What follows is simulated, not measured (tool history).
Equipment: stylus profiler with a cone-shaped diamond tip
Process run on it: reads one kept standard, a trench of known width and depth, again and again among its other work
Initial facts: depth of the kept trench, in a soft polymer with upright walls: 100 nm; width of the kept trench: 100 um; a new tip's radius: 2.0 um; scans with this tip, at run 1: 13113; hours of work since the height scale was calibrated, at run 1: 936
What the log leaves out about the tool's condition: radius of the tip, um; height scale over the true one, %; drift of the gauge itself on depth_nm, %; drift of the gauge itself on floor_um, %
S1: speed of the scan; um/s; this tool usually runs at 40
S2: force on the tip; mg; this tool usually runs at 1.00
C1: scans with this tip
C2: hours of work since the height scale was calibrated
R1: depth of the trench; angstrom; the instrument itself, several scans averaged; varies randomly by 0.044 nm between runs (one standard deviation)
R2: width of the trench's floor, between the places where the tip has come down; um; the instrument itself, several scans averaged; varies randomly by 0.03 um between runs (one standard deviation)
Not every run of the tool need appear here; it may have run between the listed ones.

Run 1, hour 0.0: usual settings; C1 13113; C2 936. Result: R1 1004.3 angstrom, R2 98.58 um.
Run 2, hour 44.0: usual settings; C1 13452; C2 960. Result: R1 1003.7 angstrom, R2 98.54 um.
Run 3, hour 120.6: usual settings but S1 150 um/s; C1 14044; C2 1003. Result: R1 1005.2 angstrom, R2 98.11 um.
Run 4, hour 185.5: usual settings but S1 11 um/s; C1 14545; C2 1038. Result: R1 1004.0 angstrom, R2 98.69 um.
Run 5, hour 234.8: usual settings but S1 11 um/s; C1 14926; C2 1066. Result: R1 1004.7 angstrom, R2 98.71 um.
At hour 258.2: new tip fitted, height scale calibrated.
Run 6, hour 302.8: usual settings but S1 137 um/s; C1 345; C2 25. Result: R1 1003.4 angstrom, R2 98.19 um.
Run 7, hour 376.7: usual settings but S1 14 um/s; C1 916; C2 65. Result: R1 1003.9 angstrom, R2 98.71 um.
Run 8, hour 474.0: usual settings; C1 1667; C2 119. Result: R1 1003.5 angstrom, R2 98.53 um.
Run 9, hour 515.5: usual settings; C1 1988; C2 142. Result: R1 1004.6 angstrom, R2 98.58 um.
Run 10, hour 582.3: usual settings but S2 2.13 mg; C1 2503; C2 179. Result: R1 1006.5 angstrom, R2 98.64 um.
Run 11, hour 637.2: usual settings but S2 0.87 mg; C1 2928; C2 209. Result: R1 1004.5 angstrom, R2 98.54 um.
Run 12, hour 696.1: usual settings but S1 71 um/s, S2 0.87 mg; C1 3382; C2 241. Result: R1 1003.2 angstrom, R2 98.42 um.
Run 13, hour 779.8: usual settings; C1 4029; C2 288. Result: R1 1004.0 angstrom, R2 98.63 um.
Run 14, hour 827.6: usual settings but S1 29 um/s; C1 4398; C2 314. Result: R1 1003.9 angstrom, R2 98.64 um.
Run 15, hour 869.1: usual settings but S1 29 um/s; C1 4718; C2 337. Result: R1 1004.0 angstrom, R2 98.70 um.
Run 16, hour 963.5: usual settings but S1 29 um/s; C1 5447; C2 389. Result: R1 1004.7 angstrom, R2 98.61 um.
Run 17, hour 1024.4: usual settings but S1 29 um/s, S2 0.48 mg; C1 5918; C2 422. Result: R1 1002.7 angstrom, R2 98.57 um.
Run 18, hour 1114.7: usual settings but S1 29 um/s, S2 0.48 mg; C1 6615; C2 472. Result: R1 1002.9 angstrom, R2 98.62 um.
Run 19, hour 1161.0: usual settings but S1 29 um/s, S2 0.48 mg; C1 6973; C2 498. Result: R1 1002.7 angstrom, R2 98.60 um.
Run 20, hour 1225.0: usual settings but S1 29 um/s, S2 0.48 mg; C1 7468; C2 533. Result: R1 1002.5 angstrom, R2 98.59 um.
Run 21, hour 1303.2: usual settings but S1 29 um/s, S2 0.48 mg; C1 8071; C2 576. Result: R1 1002.8 angstrom, R2 98.59 um.
Run 22, hour 1387.1: usual settings but S1 45 um/s, S2 2.39 mg; C1 8719; C2 622. Result: R1 1007.4 angstrom, R2 98.59 um.
Run 23, hour 1454.5: usual settings but S2 1.93 mg; C1 9240; C2 660. Result: R1 1007.0 angstrom, R2 98.59 um.
Run 24, hour 1502.7: usual settings but S1 29 um/s, S2 1.80 mg; C1 9612; C2 686. Result: R1 1005.4 angstrom, R2 98.65 um.
Run 25, hour 1569.6: usual settings but S1 36 um/s, S2 1.86 mg; C1 10129; C2 723. Result: R1 1006.9 angstrom, R2 98.72 um.
Run 26, hour 1638.0: usual settings but S1 36 um/s, S2 1.86 mg; C1 10657; C2 761. Result: R1 1005.8 angstrom, R2 98.63 um.
Run 27, hour 1683.2: usual settings but S1 18 um/s, S2 1.21 mg; C1 11007; C2 786. Result: R1 1004.6 angstrom, R2 98.67 um.
Run 28, hour 1780.3: usual settings but S1 55 um/s, S2 0.56 mg; C1 11756; C2 839. Result: R1 1002.8 angstrom, R2 98.43 um.
Run 29, hour 1839.8: usual settings but S1 18 um/s, S2 1.63 mg; C1 12216; C2 872. Result: R1 1005.4 angstrom, R2 98.70 um.
Run 30, hour 1915.8: usual settings but S1 50 um/s, S2 1.89 mg; C1 12802; C2 914. Result: R1 1006.2 angstrom, R2 98.62 um.
Run 31, hour 1992.5: usual settings but S1 12 um/s, S2 0.38 mg; C1 13395; C2 956. Result: R1 1003.1 angstrom, R2 98.66 um.
Run 32, hour 2034.1: usual settings but S1 17 um/s, S2 0.53 mg; C1 13716; C2 979. Result: R1 1002.9 angstrom, R2 98.66 um.
Run 33, hour 2081.1: usual settings but S1 21 um/s, S2 0.49 mg; C1 14080; C2 1005. Result: R1 1002.3 angstrom, R2 98.56 um.
Run 34, hour 2128.5: usual settings but S1 26 um/s, S2 0.48 mg; C1 14445; C2 1031. Result: R1 1002.3 angstrom, R2 98.55 um.
Run 35, hour 2184.6: usual settings but S1 26 um/s, S2 0.48 mg; C1 14879; C2 1062. Result: R1 1002.8 angstrom, R2 98.58 um.
At hour 2213.7: new tip fitted, height scale calibrated.
Run 36, hour 2237.0: usual settings but S1 154 um/s, S2 0.84 mg; C1 180; C2 13. Result: R1 1004.6 angstrom, R2 98.08 um.
Run 37, hour 2277.6: usual settings but S1 154 um/s, S2 0.84 mg; C1 493; C2 35. Result: R1 1004.2 angstrom, R2 98.10 um.
Run 38, hour 2337.4: usual settings but S1 27 um/s, S2 2.81 mg; C1 956; C2 68. Result: R1 1007.6 angstrom, R2 98.71 um.
Run 39, hour 2389.8: usual settings but S1 27 um/s, S2 2.81 mg; C1 1360; C2 97. Result: R1 1008.3 angstrom, R2 98.64 um.
Run 40, hour 2455.6: usual settings but S1 27 um/s, S2 2.54 mg; C1 1868; C2 133. Result: R1 1007.5 angstrom, R2 98.63 um.

Alternative continuations, all from the tool just after run 40; predict every row:
Run A, hour 2510.2: usual settings but S1 19 um/s, S2 0.60 mg; C1 2290; C2 164. Result: R1 ?, R2 ?.
Run B, hour 2510.2: usual settings but S1 12 um/s, S2 1.85 mg; C1 2290; C2 164. Result: R1 ?, R2 ?.
Run C, hour 2510.2: usual settings but S1 41 um/s, S2 1.63 mg; C1 2290; C2 164. Result: R1 ?, R2 ?.
Run D, hour 2510.2: usual settings but S1 20 um/s, S2 2.54 mg; C1 2290; C2 164. Result: R1 ?, R2 ?.

run      R1     R2
  A  1002.6  98.63
  B  1005.7  98.80
  C  1005.9  98.60
  D  1007.3  98.75
With the hidden condition removed and each run's random variation left untouched, the same runs would have given:
run      R1     R2
  A  1002.6  98.64
  B  1005.7  98.80
  C  1005.9  98.60
  D  1007.3  98.76
